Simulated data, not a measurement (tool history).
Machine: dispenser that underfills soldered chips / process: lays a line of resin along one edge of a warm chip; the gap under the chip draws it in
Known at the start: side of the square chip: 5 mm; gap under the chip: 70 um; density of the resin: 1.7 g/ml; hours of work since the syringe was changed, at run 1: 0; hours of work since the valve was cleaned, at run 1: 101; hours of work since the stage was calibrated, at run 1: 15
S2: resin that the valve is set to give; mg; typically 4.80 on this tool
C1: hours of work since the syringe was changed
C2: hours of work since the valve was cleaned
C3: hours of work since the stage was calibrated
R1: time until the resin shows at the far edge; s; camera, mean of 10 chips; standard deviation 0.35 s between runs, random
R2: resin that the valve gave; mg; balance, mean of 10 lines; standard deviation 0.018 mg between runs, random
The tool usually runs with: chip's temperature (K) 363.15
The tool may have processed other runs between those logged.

Run 1, hour 0.0: usual settings; C1 0; C2 101; C3 15. Result: R1 17.6 s, R2 4.66 mg.
Run 2, hour 7.5: usual settings but S2 4.51 mg; C1 5; C2 106; C3 19. Result: R1 22.8 s, R2 4.35 mg.
Run 3, hour 11.2: usual settings but S2 4.51 mg; C1 7; C2 109; C3 22. Result: R1 24.8 s, R2 4.34 mg.
At hour 15.3: new syringe of resin.
Run 4, hour 17.7: usual settings; C1 2; C2 112; C3 26. Result: R1 18.3 s, R2 4.60 mg.
Run 5, hour 22.6: usual settings; C1 5; C2 115; C3 29. Result: R1 22.2 s, R2 4.60 mg.
At hour 27.5: dispensing valve cleaned and set on the balance.
Run 6, hour 28.3: usual settings; C1 8; C2 0; C3 32. Result: R1 26.3 s, R2 4.80 mg.
At hour 32.3: new syringe of resin.
Run 7, hour 36.4: usual settings but S2 4.24 mg; C1 3; C2 5; C3 37. Result: R1 20.4 s, R2 4.22 mg.
Run 8, hour 44.8: usual settings but S2 4.24 mg; C1 8; C2 11; C3 42. Result: R1 27.3 s, R2 4.21 mg.
At hour 48.3: new syringe of resin.
Run 9, hour 53.3: usual settings but S2 4.24 mg; C1 3; C2 16; C3 47. Result: R1 20.8 s, R2 4.21 mg.
Run 10, hour 61.0: usual settings but S2 4.24 mg; C1 8; C2 21; C3 52. Result: R1 26.6 s, R2 4.26 mg.
At hour 64.2: new syringe of resin.
Run 11, hour 68.9: usual settings but S2 4.47 mg; C1 3; C2 26; C3 57. Result: R1 20.4 s, R2 4.42 mg.
Run 12, hour 75.2: usual settings but S2 4.47 mg; C1 7; C2 30; C3 61. Result: R1 24.5 s, R2 4.42 mg.
At hour 80.0: new syringe of resin.
Run 13, hour 80.0: usual settings but S2 4.47 mg; C1 0; C2 32; C3 64. Result: R1 17.7 s, R2 4.42 mg.
Run 14, hour 88.5: usual settings but chip's temperature (K) 355.15; C1 5; C2 38; C3 69. Result: R1 33.3 s, R2 4.72 mg.
Run 15, hour 95.2: usual settings but chip's temperature (K) 355.15; C1 10; C2 42; C3 73. Result: R1 41.0 s, R2 4.72 mg.
At hour 95.9: new syringe of resin.
Run 16, hour 101.0: usual settings; C1 3; C2 46; C3 77. Result: R1 20.2 s, R2 4.76 mg.
Run 17, hour 105.2: usual settings; C1 6; C2 48; C3 79. Result: R1 23.1 s, R2 4.74 mg.
At hour 111.5: new syringe of resin.
Run 18, hour 111.5: usual settings but chip's temperature (K) 354.15; C1 0; C2 52; C3 83. Result: R1 25.0 s, R2 4.74 mg.
Run 19, hour 117.7: usual settings but chip's temperature (K) 354.15, S2 4.62 mg; C1 4; C2 56; C3 87. Result: R1 31.8 s, R2 4.55 mg.
Run 20, hour 122.6: usual settings but chip's temperature (K) 357.15, S2 5.17 mg; C1 7; C2 59; C3 90. Result: R1 32.2 s, R2 5.10 mg.
At hour 127.0: new syringe of resin.
Run 21, hour 127.4: usual settings but chip's temperature (K) 359.15, S2 4.43 mg; C1 0; C2 62; C3 93. Result: R1 20.6 s, R2 4.35 mg.
Run 22, hour 131.8: usual settings but chip's temperature (K) 370.15, S2 5.80 mg; C1 3; C2 65; C3 96. Result: R1 14.5 s, R2 5.66 mg.
Run 23, hour 139.9: usual settings but S2 4.92 mg; C1 8; C2 70; C3 101. Result: R1 26.0 s, R2 4.84 mg.
At hour 142.8: new syringe of resin.
Run 24, hour 147.2: usual settings but chip's temperature (K) 364.15, S2 4.31 mg; C1 3; C2 74; C3 105. Result: R1 18.9 s, R2 4.23 mg.
Run 25, hour 154.3: usual settings but chip's temperature (K) 364.15, S2 4.31 mg; C1 7; C2 79; C3 110. Result: R1 24.1 s, R2 4.20 mg.

Run 26 has not been measured yet. What should we expect?
At hour 158.9: new syringe of resin.
Run 26, hour 159.7: usual settings but chip's temperature (K) 349.15, S2 4.83 mg; C1 1; C2 82; C3 113. Result: R1 ?, R2 ?.

For run 26 the tool returned R1 33.1 s, R2 4.69 mg.
Were there no unlogged condition in the tool, this run, its random variation unchanged, would have produced R1 33.5 s, R2 4.82 mg.
